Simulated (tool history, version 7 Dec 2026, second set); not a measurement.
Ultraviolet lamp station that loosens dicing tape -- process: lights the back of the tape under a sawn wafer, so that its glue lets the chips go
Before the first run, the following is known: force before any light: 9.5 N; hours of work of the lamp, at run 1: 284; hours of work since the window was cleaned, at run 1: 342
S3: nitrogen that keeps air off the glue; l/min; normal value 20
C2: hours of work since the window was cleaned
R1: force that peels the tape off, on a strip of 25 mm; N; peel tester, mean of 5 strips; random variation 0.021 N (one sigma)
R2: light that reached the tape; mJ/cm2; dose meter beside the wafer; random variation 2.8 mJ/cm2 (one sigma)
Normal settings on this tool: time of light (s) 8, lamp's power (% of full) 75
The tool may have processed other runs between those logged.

run 1 hour=0.0 | time_of_light_(s)=8 lamp's_power_(%_of_full)=75 S3=20 | hours_of_work_of_the_lamp=284 C2=342 | R1=1.746 R2=286
run 2 hour=37.2 | time_of_light_(s)=8 lamp's_power_(%_of_full)=75 S3=20 | hours_of_work_of_the_lamp=306 C2=364 | R1=1.772 R2=278
-- hour=71.1 window cleaned of glue's vapour
run 3 hour=87.0 | time_of_light_(s)=8 lamp's_power_(%_of_full)=75 S3=20 | hours_of_work_of_the_lamp=334 C2=9 | R1=1.940 R2=265
run 4 hour=120.7 | time_of_light_(s)=8 lamp's_power_(%_of_full)=75 S3=20 | hours_of_work_of_the_lamp=354 C2=29 | R1=1.962 R2=257
run 5 hour=154.7 | time_of_light_(s)=8 lamp's_power_(%_of_full)=75 S3=20 | hours_of_work_of_the_lamp=373 C2=48 | R1=2.089 R2=253
run 6 hour=186.3 | time_of_light_(s)=8 lamp's_power_(%_of_full)=75 S3=20 | hours_of_work_of_the_lamp=392 C2=66 | R1=2.153 R2=249
-- hour=195.6 window cleaned of glue's vapour, once more
run 7 hour=227.8 | time_of_light_(s)=8 lamp's_power_(%_of_full)=75 S3=20 | hours_of_work_of_the_lamp=415 C2=19 | R1=1.882 R2=270
run 8 hour=264.5 | time_of_light_(s)=8 lamp's_power_(%_of_full)=75 S3=20 | hours_of_work_of_the_lamp=436 C2=40 | R1=1.981 R2=260
run 9 hour=312.4 | time_of_light_(s)=8 lamp's_power_(%_of_full)=75 S3=20 | hours_of_work_of_the_lamp=464 C2=67 | R1=2.019 R2=251
run 10 hour=355.1 | time_of_light_(s)=8 lamp's_power_(%_of_full)=75 S3=20 | hours_of_work_of_the_lamp=489 C2=92 | R1=2.099 R2=245
run 11 hour=380.0 | time_of_light_(s)=8 lamp's_power_(%_of_full)=75 S3=20 | hours_of_work_of_the_lamp=503 C2=106 | R1=2.179 R2=239
run 12 hour=437.7 | time_of_light_(s)=8 lamp's_power_(%_of_full)=75 S3=20 | hours_of_work_of_the_lamp=536 C2=140 | R1=2.342 R2=232
run 13 hour=486.9 | time_of_light_(s)=8 lamp's_power_(%_of_full)=75 S3=20 | hours_of_work_of_the_lamp=565 C2=168 | R1=2.483 R2=230
run 14 hour=514.6 | time_of_light_(s)=8 lamp's_power_(%_of_full)=75 S3=20 | hours_of_work_of_the_lamp=580 C2=184 | R1=2.554 R2=219
run 15 hour=548.3 | time_of_light_(s)=8 lamp's_power_(%_of_full)=75 S3=20 | hours_of_work_of_the_lamp=600 C2=203 | R1=2.627 R2=214
-- hour=592.9 lamp changed
run 16 hour=597.0 | time_of_light_(s)=8 lamp's_power_(%_of_full)=75 S3=20 | hours_of_work_of_the_lamp=2 C2=231 | R1=1.093 R2=360
run 17 hour=626.6 | time_of_light_(s)=8 lamp's_power_(%_of_full)=75 S3=20 | hours_of_work_of_the_lamp=19 C2=248 | R1=1.152 R2=364
run 18 hour=667.4 | time_of_light_(s)=8 lamp's_power_(%_of_full)=75 S3=20 | hours_of_work_of_the_lamp=43 C2=271 | R1=1.194 R2=352
run 19 hour=719.9 | time_of_light_(s)=8 lamp's_power_(%_of_full)=75 S3=20 | hours_of_work_of_the_lamp=73 C2=302 | R1=1.218 R2=342
run 20 hour=752.4 | time_of_light_(s)=8 lamp's_power_(%_of_full)=75 S3=20 | hours_of_work_of_the_lamp=92 C2=320 | R1=1.269 R2=337
run 21 hour=792.7 | time_of_light_(s)=8 lamp's_power_(%_of_full)=66 S3=20 | hours_of_work_of_the_lamp=115 C2=344 | R1=1.649 R2=292
run 22 hour=848.6 | time_of_light_(s)=8 lamp's_power_(%_of_full)=66 S3=20 | hours_of_work_of_the_lamp=147 C2=376 | R1=1.731 R2=281
-- hour=860.1 window cleaned of glue's vapour
run 23 hour=891.9 | time_of_light_(s)=6 lamp's_power_(%_of_full)=75 S3=9 | hours_of_work_of_the_lamp=172 C2=18 | R1=3.170 R2=250
run 24 hour=941.4 | time_of_light_(s)=8 lamp's_power_(%_of_full)=86 S3=25 | hours_of_work_of_the_lamp=201 C2=47 | R1=0.904 R2=378
run 25 hour=980.4 | time_of_light_(s)=8 lamp's_power_(%_of_full)=72 S3=20 | hours_of_work_of_the_lamp=223 C2=69 | R1=1.495 R2=306
run 26 hour=1005.1 | time_of_light_(s)=8 lamp's_power_(%_of_full)=75 S3=25 | hours_of_work_of_the_lamp=237 C2=84 | R1=1.243 R2=315

Run 27, settings as shown, results not yet in. Your forecast:
run 27 hour=1033.1 | time_of_light_(s)=8 lamp's_power_(%_of_full)=75 S3=25 | hours_of_work_of_the_lamp=253 C2=100 | R1=? R2=?

{"run 27": {"R1": 1.323, "R2": 309}}
With no hidden state in the tool, this same run would have given R1 0.852 N, R2 387 mJ/cm2.

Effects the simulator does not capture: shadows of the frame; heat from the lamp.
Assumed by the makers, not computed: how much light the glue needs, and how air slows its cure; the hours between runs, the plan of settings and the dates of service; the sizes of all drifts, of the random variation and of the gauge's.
